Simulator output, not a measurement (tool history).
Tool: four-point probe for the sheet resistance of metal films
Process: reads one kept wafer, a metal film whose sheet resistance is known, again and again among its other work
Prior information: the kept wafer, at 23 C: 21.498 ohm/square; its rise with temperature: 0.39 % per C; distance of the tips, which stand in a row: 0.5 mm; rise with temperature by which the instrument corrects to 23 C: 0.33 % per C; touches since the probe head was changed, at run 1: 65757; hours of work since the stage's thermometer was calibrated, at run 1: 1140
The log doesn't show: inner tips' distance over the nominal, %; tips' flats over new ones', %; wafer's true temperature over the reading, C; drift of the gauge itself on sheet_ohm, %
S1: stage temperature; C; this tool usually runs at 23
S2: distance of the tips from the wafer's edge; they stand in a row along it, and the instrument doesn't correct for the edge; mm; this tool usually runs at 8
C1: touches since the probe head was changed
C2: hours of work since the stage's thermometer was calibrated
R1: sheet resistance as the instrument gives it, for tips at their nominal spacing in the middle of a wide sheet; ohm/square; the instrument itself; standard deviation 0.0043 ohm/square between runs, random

| run | hour | S1 | S2 | C1 | C2 | R1 |
|---|---|---|---|---|---|---|
| 1 | 0.0 | 23 | 8 | 65757 | 1140 | 21.730687 |
| 2 | 52.1 | 23 | 8 | 67384 | 1179 | 21.741151 |
|  | 84.6 | stage's thermometer calibrated |
| 3 | 101.5 | 23 | 8 | 68912 | 13 | 21.764839 |
| 4 | 152.2 | 23 | 8 | 70496 | 51 | 21.762501 |
| 5 | 189.5 | 23 | 8 | 71660 | 79 | 21.764398 |
| 6 | 228.4 | 23 | 8 | 72875 | 108 | 21.771657 |
| 7 | 262.7 | 30 | 17 | 73948 | 134 | 21.823002 |
| 8 | 316.9 | 28 | 19 | 75641 | 175 | 21.797685 |
| 9 | 354.0 | 28 | 3 | 76798 | 202 | 22.117852 |
| 10 | 394.5 | 21 | 6 | 78064 | 233 | 21.796146 |
| 11 | 441.8 | 19 | 5 | 79541 | 268 | 21.805268 |
| 12 | 495.1 | 23 | 56 | 81208 | 309 | 21.748487 |

4 ways to go on from here, each from the tool as it stands after run 12. What would each give?
| A | 522.8 | 31 | 14 | 82073 | 329 | ? |
| B | 522.8 | 23 | 5 | 82073 | 329 | ? |
| C | 522.8 | 29 | 8 | 82073 | 329 | ? |
| D | 522.8 | 21 | 56 | 82073 | 329 | ? |

| run | R1 |
|---|---|
| A | 21.856825 |
| B | 21.861275 |
| C | 21.867109 |
| D | 21.732126 |
What these runs would have given with no unlogged condition in the tool:
| run | R1 |
|---|---|
| A | 21.603158 |
| B | 21.607884 |
| C | 21.613408 |
| D | 21.480185 |
